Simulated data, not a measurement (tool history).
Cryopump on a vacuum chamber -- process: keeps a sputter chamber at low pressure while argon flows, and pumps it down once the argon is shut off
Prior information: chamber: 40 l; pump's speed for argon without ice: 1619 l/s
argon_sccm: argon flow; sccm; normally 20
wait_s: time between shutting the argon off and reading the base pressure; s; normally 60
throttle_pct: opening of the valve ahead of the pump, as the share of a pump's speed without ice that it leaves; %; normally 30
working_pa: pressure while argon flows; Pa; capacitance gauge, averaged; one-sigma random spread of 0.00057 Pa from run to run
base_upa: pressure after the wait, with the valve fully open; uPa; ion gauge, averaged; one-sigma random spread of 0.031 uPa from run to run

{"run": 1, "day": 0.0, "argon_sccm": 20, "wait_s": 60, "throttle_pct": 30, "working_pa": 0.074, "base_upa": 2.76}
{"run": 2, "day": 2.829, "argon_sccm": 20, "wait_s": 60, "throttle_pct": 30, "working_pa": 0.0752, "base_upa": 2.79}
{"run": 3, "day": 4.733, "argon_sccm": 20, "wait_s": 60, "throttle_pct": 30, "working_pa": 0.075, "base_upa": 2.75}
{"run": 4, "day": 6.512, "argon_sccm": 20, "wait_s": 60, "throttle_pct": 23, "working_pa": 0.0955, "base_upa": 2.81}
{"day": 8.458, "done": "leaking fittings of the chamber tightened, without venting"}
{"run": 5, "day": 9.354, "argon_sccm": 20, "wait_s": 60, "throttle_pct": 23, "working_pa": 0.0956, "base_upa": 1.65}
{"run": 6, "day": 12.071, "argon_sccm": 20, "wait_s": 60, "throttle_pct": 23, "working_pa": 0.0961, "base_upa": 1.73}
{"run": 7, "day": 14.025, "argon_sccm": 29, "wait_s": 60, "throttle_pct": 42, "working_pa": 0.0813, "base_upa": 1.64}
{"run": 8, "day": 15.4, "argon_sccm": 27, "wait_s": 56, "throttle_pct": 30, "working_pa": 0.1016, "base_upa": 1.8}
{"run": 9, "day": 17.517, "argon_sccm": 10, "wait_s": 42, "throttle_pct": 30, "working_pa": 0.0372, "base_upa": 2.27}
{"run": 10, "day": 18.933, "argon_sccm": 10, "wait_s": 42, "throttle_pct": 30, "working_pa": 0.0382, "base_upa": 2.32}
{"run": 11, "day": 20.938, "argon_sccm": 10, "wait_s": 42, "throttle_pct": 30, "working_pa": 0.0387, "base_upa": 2.36}
{"run": 12, "day": 23.642, "argon_sccm": 10, "wait_s": 42, "throttle_pct": 30, "working_pa": 0.0374, "base_upa": 2.36}

Forecast each of these 4 alternatives for the next run:
{"run": "A", "day": 25.325, "argon_sccm": 29, "wait_s": 103, "throttle_pct": 23, "working_pa": "?", "base_upa": "?"}
{"run": "B", "day": 25.325, "argon_sccm": 20, "wait_s": 86, "throttle_pct": 17, "working_pa": "?", "base_upa": "?"}
{"run": "C", "day": 25.325, "argon_sccm": 11, "wait_s": 46, "throttle_pct": 30, "working_pa": "?", "base_upa": "?"}
{"run": "D", "day": 25.325, "argon_sccm": 8, "wait_s": 73, "throttle_pct": 30, "working_pa": "?", "base_upa": "?"}

run=A working_pa=0.1417 base_upa=1.17
run=B working_pa=0.1289 base_upa=1.35
run=C working_pa=0.043 base_upa=2.15
run=D working_pa=0.0307 base_upa=1.5
The same runs, with their run-to-run variation unchanged, on a tool lacking any hidden condition would have given:
run=A working_pa=0.1315 base_upa=1.03
run=B working_pa=0.1219 base_upa=1.21
run=C working_pa=0.0391 base_upa=2.01
run=D working_pa=0.0279 base_upa=1.36

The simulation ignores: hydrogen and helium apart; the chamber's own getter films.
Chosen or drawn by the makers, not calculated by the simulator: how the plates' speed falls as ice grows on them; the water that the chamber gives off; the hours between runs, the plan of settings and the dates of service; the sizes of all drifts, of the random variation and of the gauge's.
